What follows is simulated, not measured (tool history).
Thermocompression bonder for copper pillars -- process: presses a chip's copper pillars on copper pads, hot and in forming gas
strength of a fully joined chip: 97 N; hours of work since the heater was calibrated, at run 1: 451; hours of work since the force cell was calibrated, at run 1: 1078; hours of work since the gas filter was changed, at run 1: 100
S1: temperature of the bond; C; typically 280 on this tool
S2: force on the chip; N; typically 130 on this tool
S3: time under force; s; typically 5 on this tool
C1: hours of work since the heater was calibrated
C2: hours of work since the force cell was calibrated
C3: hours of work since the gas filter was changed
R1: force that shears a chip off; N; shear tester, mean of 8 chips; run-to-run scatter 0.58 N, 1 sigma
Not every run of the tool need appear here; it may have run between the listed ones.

run 1 hour=0.0 | S1=280 S2=130 S3=5 | C1=451 C2=1078 C3=100 | R1=48.8
run 2 hour=23.5 | S1=280 S2=130 S3=5 | C1=468 C2=1096 C3=118 | R1=48.1
run 3 hour=61.8 | S1=280 S2=130 S3=5 | C1=497 C2=1124 C3=147 | R1=46.5
run 4 hour=98.5 | S1=280 S2=130 S3=5 | C1=524 C2=1152 C3=174 | R1=47.4
-- hour=101.4 forming gas filter changed
run 5 hour=114.6 | S1=280 S2=130 S3=5 | C1=536 C2=1163 C3=10 | R1=48.7
run 6 hour=133.4 | S1=280 S2=130 S3=5 | C1=550 C2=1177 C3=24 | R1=49.8
run 7 hour=153.0 | S1=280 S2=130 S3=5 | C1=565 C2=1192 C3=39 | R1=48.8
run 8 hour=175.1 | S1=280 S2=130 S3=5 | C1=581 C2=1209 C3=55 | R1=48.5
run 9 hour=202.0 | S1=280 S2=130 S3=5 | C1=601 C2=1229 C3=75 | R1=47.6
run 10 hour=233.9 | S1=291 S2=130 S3=5 | C1=625 C2=1253 C3=99 | R1=52.5
run 11 hour=267.2 | S1=280 S2=164 S3=5 | C1=650 C2=1278 C3=124 | R1=56.0
run 12 hour=303.3 | S1=282 S2=130 S3=5 | C1=677 C2=1305 C3=151 | R1=46.9
run 13 hour=328.6 | S1=282 S2=130 S3=5 | C1=696 C2=1324 C3=170 | R1=46.6
-- hour=338.5 forming gas filter changed
run 14 hour=348.8 | S1=280 S2=130 S3=5 | C1=711 C2=1338 C3=8 | R1=49.6
run 15 hour=371.2 | S1=280 S2=130 S3=5 | C1=728 C2=1355 C3=25 | R1=47.9
run 16 hour=402.2 | S1=280 S2=130 S3=5 | C1=751 C2=1378 C3=48 | R1=48.5
run 17 hour=431.0 | S1=280 S2=130 S3=5 | C1=772 C2=1400 C3=69 | R1=47.0
run 18 hour=451.7 | S1=280 S2=130 S3=5 | C1=788 C2=1415 C3=85 | R1=46.5
run 19 hour=476.0 | S1=280 S2=130 S3=5 | C1=806 C2=1433 C3=103 | R1=45.9
run 20 hour=499.9 | S1=280 S2=130 S3=5 | C1=824 C2=1451 C3=121 | R1=46.7
run 21 hour=524.7 | S1=280 S2=130 S3=5 | C1=842 C2=1470 C3=139 | R1=46.7
run 22 hour=557.4 | S1=262 S2=130 S3=8 | C1=867 C2=1494 C3=164 | R1=44.4
-- hour=575.9 forming gas filter changed
run 23 hour=596.4 | S1=262 S2=130 S3=8 | C1=896 C2=1523 C3=15 | R1=47.6
run 24 hour=612.7 | S1=280 S2=182 S3=6 | C1=908 C2=1535 C3=28 | R1=64.9
run 25 hour=647.7 | S1=302 S2=177 S3=8 | C1=934 C2=1561 C3=54 | R1=77.3
run 26 hour=673.1 | S1=280 S2=130 S3=11 | C1=953 C2=1580 C3=73 | R1=60.5
run 27 hour=704.6 | S1=283 S2=130 S3=3 | C1=977 C2=1604 C3=96 | R1=39.7
run 28 hour=727.6 | S1=273 S2=130 S3=4 | C1=994 C2=1621 C3=113 | R1=39.4
run 29 hour=762.4 | S1=294 S2=130 S3=3 | C1=1020 C2=1647 C3=139 | R1=43.1
-- hour=785.8 force cell calibrated
run 30 hour=795.2 | S1=278 S2=154 S3=4 | C1=1043 C2=7 C3=163 | R1=44.6
-- hour=812.4 forming gas filter changed
run 31 hour=823.3 | S1=280 S2=91 S3=9 | C1=1064 C2=28 C3=8 | R1=41.4
run 32 hour=855.2 | S1=292 S2=119 S3=5 | C1=1088 C2=52 C3=32 | R1=47.0
run 33 hour=878.9 | S1=292 S2=119 S3=5 | C1=1105 C2=69 C3=50 | R1=47.1
run 34 hour=916.5 | S1=260 S2=123 S3=3 | C1=1134 C2=97 C3=78 | R1=27.1
-- hour=939.6 heater calibrated with a thermocouple chip
run 35 hour=948.8 | S1=293 S2=87 S3=5 | C1=7 C2=120 C3=101 | R1=39.8
run 36 hour=974.5 | S1=293 S2=87 S3=5 | C1=26 C2=139 C3=120 | R1=38.4
run 37 hour=998.1 | S1=271 S2=87 S3=7 | C1=44 C2=157 C3=137 | R1=35.1

Branching from run 37: 3 alternative next runs. What would each branch give?
run A hour=1028.0 | S1=271 S2=161 S3=3 | C1=66 C2=179 C3=160 | R1=?
run B hour=1028.0 | S1=293 S2=98 S3=13 | C1=66 C2=179 C3=160 | R1=?
run C hour=1028.0 | S1=257 S2=87 S3=7 | C1=66 C2=179 C3=160 | R1=?

run=A R1=43.8
run=B R1=57.4
run=C R1=28.7
Take away the tool's hidden state, keep each run's random variation, and the runs would have read:
run=A R1=47.1
run=B R1=61.9
run=C R1=30.9

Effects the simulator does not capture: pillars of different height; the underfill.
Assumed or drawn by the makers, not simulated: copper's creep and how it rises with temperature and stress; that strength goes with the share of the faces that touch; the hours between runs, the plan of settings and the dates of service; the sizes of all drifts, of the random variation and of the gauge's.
